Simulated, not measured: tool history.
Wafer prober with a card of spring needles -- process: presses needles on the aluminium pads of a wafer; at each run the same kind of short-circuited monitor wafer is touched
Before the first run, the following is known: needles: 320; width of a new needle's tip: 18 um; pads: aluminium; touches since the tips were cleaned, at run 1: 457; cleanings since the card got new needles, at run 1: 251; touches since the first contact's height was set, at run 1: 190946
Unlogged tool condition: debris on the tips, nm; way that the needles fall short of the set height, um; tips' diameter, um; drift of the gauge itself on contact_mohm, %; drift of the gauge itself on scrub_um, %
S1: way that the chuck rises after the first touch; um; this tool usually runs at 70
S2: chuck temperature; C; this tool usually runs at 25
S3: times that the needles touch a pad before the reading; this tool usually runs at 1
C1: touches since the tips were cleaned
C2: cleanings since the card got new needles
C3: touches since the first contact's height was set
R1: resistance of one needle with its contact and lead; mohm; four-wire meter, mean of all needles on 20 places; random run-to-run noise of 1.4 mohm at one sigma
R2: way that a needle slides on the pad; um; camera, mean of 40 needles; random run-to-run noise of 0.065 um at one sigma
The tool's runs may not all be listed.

run 1 hour=0.0 | S1=70 S2=25 S3=1 | C1=457 C2=251 C3=190946 | R1=152 R2=8.49
-- hour=6.7 tips cleaned on abrasive film
-- hour=13.4 tips cleaned on abrasive film
-- hour=20.1 tips cleaned on abrasive film
-- hour=26.7 tips cleaned on abrasive film
run 2 hour=31.6 | S1=70 S2=33 S3=1 | C1=2172 C2=255 C3=204978 | R1=202 R2=8.29
-- hour=35.0 tips cleaned on abrasive film
-- hour=41.6 tips cleaned on abrasive film
-- hour=50.0 tips cleaned on abrasive film
-- hour=51.9 height of the first contact set anew
-- hour=56.9 tips cleaned on abrasive film
-- hour=63.6 tips cleaned on abrasive film
-- hour=70.3 tips cleaned on abrasive film
-- hour=77.0 tips cleaned on abrasive film
run 3 hour=79.7 | S1=70 S2=25 S3=1 | C1=1216 C2=262 C3=12334 | R1=172 R2=9.12
-- hour=84.7 tips cleaned on abrasive film
-- hour=91.4 tips cleaned on abrasive film
-- hour=103.4 card fitted with new needles
-- hour=111.8 tips cleaned on abrasive film
-- hour=118.4 tips cleaned on abrasive film
-- hour=126.8 tips cleaned on abrasive film
-- hour=133.4 tips cleaned on abrasive film
run 4 hour=135.7 | S1=70 S2=25 S3=1 | C1=1009 C2=4 C3=14350 | R1=154 R2=9.14
-- hour=140.7 tips cleaned on abrasive film
-- hour=147.4 tips cleaned on abrasive film
-- hour=154.1 tips cleaned on abrasive film
-- hour=162.4 tips cleaned on abrasive film
-- hour=170.8 tips cleaned on abrasive film
run 5 hour=176.8 | S1=70 S2=25 S3=1 | C1=2731 C2=9 C3=32646 | R1=168 R2=8.87
-- hour=178.6 tips cleaned on abrasive film
-- hour=185.2 tips cleaned on abrasive film
-- hour=193.6 tips cleaned on abrasive film
-- hour=200.3 tips cleaned on abrasive film
-- hour=206.9 tips cleaned on abrasive film
-- hour=215.3 tips cleaned on abrasive film
-- hour=222.0 tips cleaned on abrasive film
run 6 hour=227.8 | S1=70 S2=25 S3=1 | C1=2637 C2=16 C3=55296 | R1=171 R2=9.00
-- hour=229.6 tips cleaned on abrasive film
-- hour=236.2 tips cleaned on abrasive film
-- hour=242.9 tips cleaned on abrasive film
-- hour=251.3 tips cleaned on abrasive film
-- hour=257.9 tips cleaned on abrasive film
-- hour=264.6 tips cleaned on abrasive film
-- hour=271.3 tips cleaned on abrasive film
run 7 hour=271.6 | S1=70 S2=25 S3=1 | C1=139 C2=23 C3=74706 | R1=133 R2=8.90
-- hour=278.3 tips cleaned on abrasive film
-- hour=285.0 tips cleaned on abrasive film
-- hour=291.7 tips cleaned on abrasive film
-- hour=298.4 tips cleaned on abrasive film
run 8 hour=303.2 | S1=70 S2=25 S3=1 | C1=2175 C2=27 C3=88742 | R1=164 R2=8.82
-- hour=306.6 tips cleaned on abrasive film
-- hour=313.3 tips cleaned on abrasive film
-- hour=321.6 tips cleaned on abrasive film
-- hour=329.9 tips cleaned on abrasive film
-- hour=336.6 tips cleaned on abrasive film
-- hour=343.3 tips cleaned on abrasive film
run 9 hour=349.7 | S1=70 S2=25 S3=1 | C1=2887 C2=33 C3=109418 | R1=176 R2=8.86
-- hour=351.4 tips cleaned on abrasive film
-- hour=359.8 tips cleaned on abrasive film
-- hour=366.5 tips cleaned on abrasive film
-- hour=374.8 tips cleaned on abrasive film
run 10 hour=377.7 | S1=71 S2=25 S3=1 | C1=1332 C2=37 C3=121868 | R1=162 R2=8.84
-- hour=382.8 tips cleaned on abrasive film
-- hour=391.1 tips cleaned on abrasive film
-- hour=399.4 tips cleaned on abrasive film
-- hour=407.8 tips cleaned on abrasive film
run 11 hour=410.2 | S1=70 S2=25 S3=1 | C1=1099 C2=41 C3=136309 | R1=158 R2=8.62
-- hour=415.3 tips cleaned on abrasive film
-- hour=423.6 tips cleaned on abrasive film
-- hour=430.3 tips cleaned on abrasive film
-- hour=438.6 tips cleaned on abrasive film
-- hour=446.9 tips cleaned on abrasive film
-- hour=453.6 tips cleaned on abrasive film
run 12 hour=454.4 | S1=54 S2=40 S3=2 | C1=378 C2=47 C3=155958 | R1=146 R2=6.54
-- hour=461.1 tips cleaned on abrasive film
-- hour=467.8 tips cleaned on abrasive film
-- hour=476.1 tips cleaned on abrasive film
-- hour=484.5 tips cleaned on abrasive film
-- hour=491.2 tips cleaned on abrasive film
-- hour=497.8 tips cleaned on abrasive film
run 13 hour=500.6 | S1=87 S2=90 S3=2 | C1=1220 C2=53 C3=176450 | R1=151 R2=10.71
-- hour=505.6 tips cleaned on abrasive film
-- hour=513.9 tips cleaned on abrasive film
-- hour=522.3 tips cleaned on abrasive film
-- hour=530.6 tips cleaned on abrasive film
-- hour=538.9 tips cleaned on abrasive film
-- hour=547.2 tips cleaned on abrasive film
-- hour=554.1 tips cleaned on abrasive film
run 14 hour=554.1 | S1=87 S2=96 S3=3 | C1=0 C2=60 C3=200236 | R1=139 R2=10.82
-- hour=562.4 tips cleaned on abrasive film
-- hour=570.7 tips cleaned on abrasive film
-- hour=577.4 tips cleaned on abrasive film
-- hour=584.3 height of the first contact set anew
-- hour=586.0 tips cleaned on abrasive film
-- hour=592.7 tips cleaned on abrasive film
-- hour=599.4 tips cleaned on abrasive film
-- hour=606.1 tips cleaned on abrasive film
run 15 hour=608.3 | S1=71 S2=31 S3=3 | C1=996 C2=67 C3=10632 | R1=137 R2=9.35
-- hour=613.3 tips cleaned on abrasive film
-- hour=620.0 tips cleaned on abrasive film
-- hour=626.7 tips cleaned on abrasive film
-- hour=633.4 tips cleaned on abrasive film
-- hour=640.1 tips cleaned on abrasive film
-- hour=648.4 tips cleaned on abrasive film
-- hour=656.7 tips cleaned on abrasive film
-- hour=663.5 tips cleaned on abrasive film
run 16 hour=663.5 | S1=89 S2=82 S3=2 | C1=0 C2=75 C3=35145 | R1=137 R2=11.44
-- hour=670.2 tips cleaned on abrasive film
-- hour=678.6 tips cleaned on abrasive film
-- hour=685.3 tips cleaned on abrasive film
-- hour=691.9 tips cleaned on abrasive film
run 17 hour=692.7 | S1=89 S2=91 S3=2 | C1=341 C2=79 C3=48093 | R1=144 R2=11.39
-- hour=699.4 tips cleaned on abrasive film
-- hour=706.1 tips cleaned on abrasive film
-- hour=714.4 tips cleaned on abrasive film
-- hour=722.7 tips cleaned on abrasive film
-- hour=731.1 tips cleaned on abrasive film
-- hour=737.7 tips cleaned on abrasive film
run 18 hour=737.7 | S1=60 S2=46 S3=1 | C1=0 C2=85 C3=68110 | R1=136 R2=7.66
-- hour=744.5 tips cleaned on abrasive film
-- hour=752.8 tips cleaned on abrasive film
-- hour=761.1 tips cleaned on abrasive film
-- hour=769.5 tips cleaned on abrasive film
-- hour=776.2 tips cleaned on abrasive film
run 19 hour=781.1 | S1=60 S2=46 S3=1 | C1=2209 C2=90 C3=87390 | R1=194 R2=7.53
-- hour=784.5 tips cleaned on abrasive film
-- hour=791.1 tips cleaned on abrasive film
-- hour=799.5 tips cleaned on abrasive film
-- hour=806.1 tips cleaned on abrasive film
-- hour=812.8 tips cleaned on abrasive film
-- hour=819.5 tips cleaned on abrasive film
run 20 hour=824.4 | S1=60 S2=59 S3=2 | C1=2189 C2=96 C3=106627 | R1=174 R2=7.44
-- hour=827.8 tips cleaned on abrasive film
-- hour=834.5 tips cleaned on abrasive film
-- hour=841.1 tips cleaned on abrasive film
-- hour=849.5 tips cleaned on abrasive film
-- hour=856.1 tips cleaned on abrasive film
-- hour=864.3 tips cleaned on abrasive film
run 21 hour=864.3 | S1=60 S2=59 S3=2 | C1=0 C2=102 C3=124344 | R1=142 R2=7.35

Across each entry between runs, compare the hidden state at the last listed run before it with the hidden state at the first listed run after it:
Logged between run 1 and run 2: tips cleaned on abrasive film (hour 6.7); tips cleaned on abrasive film (hour 13.4); tips cleaned on abrasive film (hour 20.1); tips cleaned on abrasive film (hour 26.7)
  debris on the tips, nm: 42.4 -> 134.6; way that the needles fall short of the set height, um: 4.82 -> 5.19; tips' diameter, um: 24.94 -> 25.07
  measured result minus the result with no hidden state, R1: +27 -> +75 mohm; R2: -0.63 -> -0.67 um
Logged between run 2 and run 3: tips cleaned on abrasive film (hour 35.0); tips cleaned on abrasive film (hour 41.6); tips cleaned on abrasive film (hour 50.0); height of the first contact set anew (hour 51.9); tips cleaned on abrasive film (hour 56.9); tips cleaned on abrasive film (hour 63.6); tips cleaned on abrasive film (hour 70.3); tips cleaned on abrasive film (hour 77.0)
  debris on the tips, nm: 134.6 -> 84.8; way that the needles fall short of the set height, um: 5.19 -> 0.32; tips' diameter, um: 25.07 -> 25.27
  measured result minus the result with no hidden state, R1: +75 -> +44 mohm; R2: -0.67 -> -0.04 um
Logged between run 3 and run 4: tips cleaned on abrasive film (hour 84.7); tips cleaned on abrasive film (hour 91.4); card fitted with new needles (hour 103.4); tips cleaned on abrasive film (hour 111.8); tips cleaned on abrasive film (hour 118.4); tips cleaned on abrasive film (hour 126.8); tips cleaned on abrasive film (hour 133.4)
  debris on the tips, nm: 84.8 -> 83.2; tips' diameter, um: 25.27 -> 18.11
  measured result minus the result with no hidden state, R1: +44 -> +25 mohm; R2: -0.04 -> -0.04 um
Logged between run 4 and run 5: tips cleaned on abrasive film (hour 140.7); tips cleaned on abrasive film (hour 147.4); tips cleaned on abrasive film (hour 154.1); tips cleaned on abrasive film (hour 162.4); tips cleaned on abrasive film (hour 170.8)
  debris on the tips, nm: 83.2 -> 133.1; way that the needles fall short of the set height, um: 0.32 -> 0.75; tips' diameter, um: 18.11 -> 18.26
  measured result minus the result with no hidden state, R1: +25 -> +40 mohm; R2: -0.04 -> -0.10 um
Logged between run 5 and run 6: tips cleaned on abrasive film (hour 178.6); tips cleaned on abrasive film (hour 185.2); tips cleaned on abrasive film (hour 193.6); tips cleaned on abrasive film (hour 200.3); tips cleaned on abrasive film (hour 206.9); tips cleaned on abrasive film (hour 215.3); tips cleaned on abrasive film (hour 222.0)
  debris on the tips, nm: 133.1 -> 139.9; way that the needles fall short of the set height, um: 0.75 -> 1.28; tips' diameter, um: 18.26 -> 18.45
  measured result minus the result with no hidden state, R1: +40 -> +44 mohm; R2: -0.10 -> -0.16 um
Logged between run 6 and run 7: tips cleaned on abrasive film (hour 229.6); tips cleaned on abrasive film (hour 236.2); tips cleaned on abrasive film (hour 242.9); tips cleaned on abrasive film (hour 251.3); tips cleaned on abrasive film (hour 257.9); tips cleaned on abrasive film (hour 264.6); tips cleaned on abrasive film (hour 271.3)
  debris on the tips, nm: 139.9 -> 19; way that the needles fall short of the set height, um: 1.28 -> 1.85; tips' diameter, um: 18.45 -> 18.65
  measured result minus the result with no hidden state, R1: +44 -> +6 mohm; R2: -0.16 -> -0.24 um
Logged between run 7 and run 8: tips cleaned on abrasive film (hour 278.3); tips cleaned on abrasive film (hour 285.0); tips cleaned on abrasive film (hour 291.7); tips cleaned on abrasive film (hour 298.4)
  debris on the tips, nm: 19 -> 119.4; way that the needles fall short of the set height, um: 1.85 -> 2.12; tips' diameter, um: 18.65 -> 18.74
  measured result minus the result with no hidden state, R1: +6 -> +39 mohm; R2: -0.24 -> -0.27 um
Logged between run 8 and run 9: tips cleaned on abrasive film (hour 306.6); tips cleaned on abrasive film (hour 313.3); tips cleaned on abrasive film (hour 321.6); tips cleaned on abrasive film (hour 329.9); tips cleaned on abrasive film (hour 336.6); tips cleaned on abrasive film (hour 343.3)
  debris on the tips, nm: 119.4 -> 141.6; way that the needles fall short of the set height, um: 2.12 -> 2.5; tips' diameter, um: 18.74 -> 18.88
  measured result minus the result with no hidden state, R1: +39 -> +47 mohm; R2: -0.27 -> -0.33 um
Logged between run 9 and run 10: tips cleaned on abrasive film (hour 351.4); tips cleaned on abrasive film (hour 359.8); tips cleaned on abrasive film (hour 366.5); tips cleaned on abrasive film (hour 374.8)
  debris on the tips, nm: 141.6 -> 100.9; way that the needles fall short of the set height, um: 2.5 -> 2.84; tips' diameter, um: 18.88 -> 18.99
  measured result minus the result with no hidden state, R1: +47 -> +34 mohm; R2: -0.33 -> -0.37 um
Logged between run 10 and run 11: tips cleaned on abrasive film (hour 382.8); tips cleaned on abrasive film (hour 391.1); tips cleaned on abrasive film (hour 399.4); tips cleaned on abrasive film (hour 407.8)
  debris on the tips, nm: 100.9 -> 86.2; way that the needles fall short of the set height, um: 2.84 -> 3.17; tips' diameter, um: 18.99 -> 19.11
  measured result minus the result with no hidden state, R1: +34 -> +30 mohm; R2: -0.37 -> -0.40 um
Logged between run 11 and run 12: tips cleaned on abrasive film (hour 415.3); tips cleaned on abrasive film (hour 423.6); tips cleaned on abrasive film (hour 430.3); tips cleaned on abrasive film (hour 438.6); tips cleaned on abrasive film (hour 446.9); tips cleaned on abrasive film (hour 453.6)
  debris on the tips, nm: 86.2 -> 32.1; way that the needles fall short of the set height, um: 3.17 -> 3.64; tips' diameter, um: 19.11 -> 19.27
  measured result minus the result with no hidden state, R1: +30 -> +13 mohm; R2: -0.40 -> -0.47 um
Logged between run 12 and run 13: tips cleaned on abrasive film (hour 461.1); tips cleaned on abrasive film (hour 467.8); tips cleaned on abrasive film (hour 476.1); tips cleaned on abrasive film (hour 484.5); tips cleaned on abrasive film (hour 491.2); tips cleaned on abrasive film (hour 497.8)
  debris on the tips, nm: 32.1 -> 85.4; way that the needles fall short of the set height, um: 3.64 -> 4.13; tips' diameter, um: 19.27 -> 19.45
  measured result minus the result with no hidden state, R1: +13 -> +13 mohm; R2: -0.47 -> -0.53 um
Logged between run 13 and run 14: tips cleaned on abrasive film (hour 505.6); tips cleaned on abrasive film (hour 513.9); tips cleaned on abrasive film (hour 522.3); tips cleaned on abrasive film (hour 530.6); tips cleaned on abrasive film (hour 538.9); tips cleaned on abrasive film (hour 547.2); tips cleaned on abrasive film (hour 554.1)
  debris on the tips, nm: 85.4 -> 16; way that the needles fall short of the set height, um: 4.13 -> 4.65; tips' diameter, um: 19.45 -> 19.63
  measured result minus the result with no hidden state, R1: +13 -> +3 mohm; R2: -0.53 -> -0.60 um
Logged between run 14 and run 15: tips cleaned on abrasive film (hour 562.4); tips cleaned on abrasive film (hour 570.7); tips cleaned on abrasive film (hour 577.4); height of the first contact set anew (hour 584.3); tips cleaned on abrasive film (hour 586.0); tips cleaned on abrasive film (hour 592.7); tips cleaned on abrasive film (hour 599.4); tips cleaned on abrasive film (hour 606.1)
  debris on the tips, nm: 16 -> 73.6; way that the needles fall short of the set height, um: 4.65 -> 0.31; tips' diameter, um: 19.63 -> 19.83
  measured result minus the result with no hidden state, R1: +3 -> +9 mohm; R2: -0.60 -> -0.04 um
Logged between run 15 and run 16: tips cleaned on abrasive film (hour 613.3); tips cleaned on abrasive film (hour 620.0); tips cleaned on abrasive film (hour 626.7); tips cleaned on abrasive film (hour 633.4); tips cleaned on abrasive film (hour 640.1); tips cleaned on abrasive film (hour 648.4); tips cleaned on abrasive film (hour 656.7); tips cleaned on abrasive film (hour 663.5)
  debris on the tips, nm: 73.6 -> 11.6; way that the needles fall short of the set height, um: 0.31 -> 1.03; tips' diameter, um: 19.83 -> 20.08
  measured result minus the result with no hidden state, R1: +9 -> +3 mohm; R2: -0.04 -> -0.14 um
Logged between run 16 and run 17: tips cleaned on abrasive film (hour 670.2); tips cleaned on abrasive film (hour 678.6); tips cleaned on abrasive film (hour 685.3); tips cleaned on abrasive film (hour 691.9)
  debris on the tips, nm: 11.6 -> 43.9; way that the needles fall short of the set height, um: 1.03 -> 1.35; tips' diameter, um: 20.08 -> 20.19
  measured result minus the result with no hidden state, R1: +3 -> +6 mohm; R2: -0.14 -> -0.17 um
Logged between run 17 and run 18: tips cleaned on abrasive film (hour 699.4); tips cleaned on abrasive film (hour 706.1); tips cleaned on abrasive film (hour 714.4); tips cleaned on abrasive film (hour 722.7); tips cleaned on abrasive film (hour 731.1); tips cleaned on abrasive film (hour 737.7)
  debris on the tips, nm: 43.9 -> 7; way that the needles fall short of the set height, um: 1.35 -> 1.83; tips' diameter, um: 20.19 -> 20.36
  measured result minus the result with no hidden state, R1: +6 -> +5 mohm; R2: -0.17 -> -0.24 um
Logged between run 18 and run 19: tips cleaned on abrasive film (hour 744.5); tips cleaned on abrasive film (hour 752.8); tips cleaned on abrasive film (hour 761.1); tips cleaned on abrasive film (hour 769.5); tips cleaned on abrasive film (hour 776.2)
  debris on the tips, nm: 7 -> 125.3; way that the needles fall short of the set height, um: 1.83 -> 2.2; tips' diameter, um: 20.36 -> 20.49
  measured result minus the result with no hidden state, R1: +5 -> +61 mohm; R2: -0.24 -> -0.28 um
Logged between run 19 and run 20: tips cleaned on abrasive film (hour 784.5); tips cleaned on abrasive film (hour 791.1); tips cleaned on abrasive film (hour 799.5); tips cleaned on abrasive film (hour 806.1); tips cleaned on abrasive film (hour 812.8); tips cleaned on abrasive film (hour 819.5)
  debris on the tips, nm: 125.3 -> 127.9; way that the needles fall short of the set height, um: 2.2 -> 2.63; tips' diameter, um: 20.49 -> 20.64
  measured result minus the result with no hidden state, R1: +61 -> +39 mohm; R2: -0.28 -> -0.34 um
Logged between run 20 and run 21: tips cleaned on abrasive film (hour 827.8); tips cleaned on abrasive film (hour 834.5); tips cleaned on abrasive film (hour 841.1); tips cleaned on abrasive film (hour 849.5); tips cleaned on abrasive film (hour 856.1); tips cleaned on abrasive film (hour 864.3)
  debris on the tips, nm: 127.9 -> 17; way that the needles fall short of the set height, um: 2.63 -> 3.11; tips' diameter, um: 20.64 -> 20.81
  measured result minus the result with no hidden state, R1: +39 -> +7 mohm; R2: -0.34 -> -0.40 um

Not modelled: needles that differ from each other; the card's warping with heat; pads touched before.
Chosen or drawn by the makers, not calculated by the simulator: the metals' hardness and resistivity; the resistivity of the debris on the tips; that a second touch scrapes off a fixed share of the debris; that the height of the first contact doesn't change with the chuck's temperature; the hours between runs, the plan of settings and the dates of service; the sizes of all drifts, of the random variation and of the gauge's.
